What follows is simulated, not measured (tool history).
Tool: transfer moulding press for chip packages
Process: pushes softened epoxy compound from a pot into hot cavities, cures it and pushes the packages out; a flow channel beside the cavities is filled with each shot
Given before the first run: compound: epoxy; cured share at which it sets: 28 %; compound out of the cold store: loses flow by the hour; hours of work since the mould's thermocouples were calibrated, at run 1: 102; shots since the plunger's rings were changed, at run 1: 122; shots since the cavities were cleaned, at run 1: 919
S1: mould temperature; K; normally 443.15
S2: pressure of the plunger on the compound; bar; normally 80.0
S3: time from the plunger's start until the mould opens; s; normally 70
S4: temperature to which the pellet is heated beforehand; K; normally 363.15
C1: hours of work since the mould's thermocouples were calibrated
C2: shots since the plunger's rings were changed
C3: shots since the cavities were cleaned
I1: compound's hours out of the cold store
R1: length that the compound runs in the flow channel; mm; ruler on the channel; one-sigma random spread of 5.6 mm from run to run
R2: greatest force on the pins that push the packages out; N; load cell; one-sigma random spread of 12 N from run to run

run    hour      S1    S2   S3      S4   C1    C2   C3    I1   R1    R2
  1     0.0  443.15  80.0   70  363.15  102   122  919  22.0  818   867
       14.6  -- cavities cleaned with cleaning compound and waxed
  2    53.7  443.15  80.0   70  363.15  139   945  617  28.7  788  1015
       87.0  -- cavities cleaned with cleaning compound and waxed
  3   131.8  443.15  80.0   70  363.15  194  2154  706  15.1  821   873
      156.4  -- cavities cleaned with cleaning compound and waxed
  4   204.9  443.15  80.0   66  363.15  245  3285  766  21.7  780  1061
      225.7  -- cavities cleaned with cleaning compound and waxed
      235.0  -- cavities cleaned with cleaning compound and waxed, once more
  5   280.9  443.15  80.0   70  366.15  297  4437  725  45.4  706   857
      311.1  -- cavities cleaned with cleaning compound and waxed
  6   354.7  443.15  80.0   70  366.15  349  5578  689  12.5  790   927
      382.4  -- plunger's sealing rings changed
      383.9  -- cavities cleaned with cleaning compound and waxed
  7   426.9  443.15  80.0   70  365.15  398   679  679  27.8  783   872
      458.6  -- cavities cleaned with cleaning compound and waxed
  8   504.0  443.15  80.0   70  363.15  452  1872  717  13.7  843   904
      528.1  -- cavities cleaned with cleaning compound and waxed
  9   577.9  443.15  80.0   70  363.15  503  3014  786  39.3  736   915
      601.4  -- cavities cleaned with cleaning compound and waxed
 10   626.0  443.15  80.0   70  363.15  537  3750  389  19.9  795   851
      670.8  -- cavities cleaned with cleaning compound and waxed
 11   704.4  443.15  80.0   70  363.15  592  4964  532  30.6  739   884
      740.1  -- cavities cleaned with cleaning compound and waxed
      770.6  -- plunger's sealing rings changed
 12   780.8  443.15  74.8   70  363.15  643   161  602  39.9  738   850
      811.9  -- cavities cleaned with cleaning compound and waxed
 13   861.9  443.15  74.8   70  363.15  700  1417  790  13.1  822  1019
      883.2  -- cavities cleaned with cleaning compound and waxed
 14   943.0  448.15  74.8   52  360.15  757  2674  944  39.7  706  1448
      957.5  -- cavities cleaned with cleaning compound and waxed
 15   994.6  443.15  87.5   61  371.15  793  3464  585  46.5  728  1171
     1030.7  -- cavities cleaned with cleaning compound and waxed
 16  1060.9  450.15  80.0   70  363.15  839  4486  477  22.2  754   606
     1102.7  -- cavities cleaned with cleaning compound and waxed
 17  1114.8  443.15  98.3   70  363.15  877  5313  191  41.3  782   722
     1129.1  -- mould's thermocouples calibrated
     1161.0  -- plunger's sealing rings changed
 18  1162.4  443.15  98.3   70  363.15   22    23  872  33.8  859   908
     1180.1  -- cavities cleaned with cleaning compound and waxed
 19  1242.2  442.15  90.1   63  362.15   78  1258  981  45.9  772  1225
     1252.6  -- cavities cleaned with cleaning compound and waxed
 20  1301.8  437.15  80.0   68  370.15  119  2174  776  26.1  795  1529
     1323.8  -- cavities cleaned with cleaning compound and waxed
 21  1357.0  443.15  89.2   70  354.15  158  3021  523  38.6  776   871
     1395.9  -- cavities cleaned with cleaning compound and waxed
 22  1422.0  446.15  96.9   98  363.15  203  4024  412  42.0  783   563
     1466.2  -- cavities cleaned with cleaning compound and waxed
 23  1478.8  443.15  69.4   88  354.15  243  4897  199  46.9  638   524
 24  1518.6  443.15  79.8  108  354.15  271  5524  826  36.0  719   629
     1537.9  -- cavities cleaned with cleaning compound and waxed
     1548.5  -- plunger's sealing rings changed
 25  1593.8  443.15  79.8  108  354.15  322   714  842  40.4  752   636

Predict each of these 5 candidate next runs independently; none follows another, all start after run 25:
     1609.3  -- cavities cleaned with cleaning compound and waxed
  A  1656.3  450.15  67.9   71  354.15  366  1677  741  21.6   ?   ?
     1609.3  -- cavities cleaned with cleaning compound and waxed
  B  1656.3  447.15  80.0   70  363.15  366  1677  741  30.5   ?   ?
     1609.3  -- cavities cleaned with cleaning compound and waxed
  C  1656.3  437.15  80.0   70  364.15  366  1677  741  12.8   ?   ?
     1609.3  -- cavities cleaned with cleaning compound and waxed
  D  1656.3  443.15  80.0   58  363.15  366  1677  741  38.5   ?   ?
     1609.3  -- cavities cleaned with cleaning compound and waxed
  E  1656.3  439.15  87.4  108  361.15  366  1677  741  10.0   ?   ?

run   R1    R2
  A  722   678
  B  763   751
  C  857  1578
  D  750  1427
  E  912   647
Stripped of hidden state, with their random variation kept, the same runs would have yielded:
run   R1   R2
  A  737  435
  B  778  477
  C  874  960
  D  765  872
  E  929  417
